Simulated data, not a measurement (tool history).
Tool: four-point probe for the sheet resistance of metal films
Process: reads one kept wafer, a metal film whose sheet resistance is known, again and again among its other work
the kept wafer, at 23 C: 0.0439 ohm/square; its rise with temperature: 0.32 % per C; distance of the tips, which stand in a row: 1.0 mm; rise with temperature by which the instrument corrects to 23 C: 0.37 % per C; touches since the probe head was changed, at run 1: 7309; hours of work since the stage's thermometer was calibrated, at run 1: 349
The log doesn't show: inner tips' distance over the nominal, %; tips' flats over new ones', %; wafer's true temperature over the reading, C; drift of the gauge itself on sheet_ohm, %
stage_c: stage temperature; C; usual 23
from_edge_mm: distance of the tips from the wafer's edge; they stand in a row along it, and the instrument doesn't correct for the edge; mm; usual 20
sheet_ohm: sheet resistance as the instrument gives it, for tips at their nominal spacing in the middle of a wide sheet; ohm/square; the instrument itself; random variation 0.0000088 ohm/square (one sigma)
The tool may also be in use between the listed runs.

run,hour,stage_c,from_edge_mm,touches since the probe head was changed,hours of work since the stage's thermometer was calibrated,sheet_ohm
1,0,23,20,7309,349,0.043853
2,17.1,23,3,7616,360,0.046243
3,34.5,23,3,7928,371,0.046243
4,57.4,28,20,8341,386,0.043746
5,71.8,28,20,8599,395,0.043748
6,91.3,19,20,8948,407,0.043922
7,108.3,19,4,9254,418,0.045276
8,126.5,19,4,9582,430,0.045283
9,140.2,20,20,9827,439,0.043909
10,162.6,20,20,10229,453,0.043906
11,175.3,20,20,10458,461,0.043884
12,188.5,32,20,10694,469,0.043679
13,199.5,32,20,10891,476,0.043652
14,223.2,19,20,11318,491,0.043911
15,240.3,23,20,11625,502,0.04383
16,253.1,23,4,11855,511,0.045196
17,276.1,23,59,12268,525,0.043784
18,289.9,32,20,12516,534,0.043679
19,309.8,32,20,12873,547,0.043674
20,325.1,32,20,13148,556,0.043657
21,341.8,23,20,13448,567,0.04384
22,365,23,20,13864,582,0.043852
23,382.5,23,16,14178,593,0.043873
24,394.9,23,16,14402,601,0.043867
25,414.2,35,63,14748,613,0.043525
26,437.3,28,58,15164,628,0.043669
27,452.2,28,48,15431,638,0.0437
28,470.2,28,48,15753,649,0.043683
29,488.5,28,48,16083,661,0.043691
30,499.3,31,15,16276,668,0.043737
31,513.1,26,52,16524,676,0.043727
32,525.2,26,52,16741,684,0.043718
33,537,26,52,16954,692,0.043735

Run 34 comes next. What will it give?
34,548.9,20,4,17167,699,?

{"run 34": {"sheet_ohm": 0.045263}}
Without the tool's hidden state the same run would have given sheet_ohm 0.04539 ohm/square.

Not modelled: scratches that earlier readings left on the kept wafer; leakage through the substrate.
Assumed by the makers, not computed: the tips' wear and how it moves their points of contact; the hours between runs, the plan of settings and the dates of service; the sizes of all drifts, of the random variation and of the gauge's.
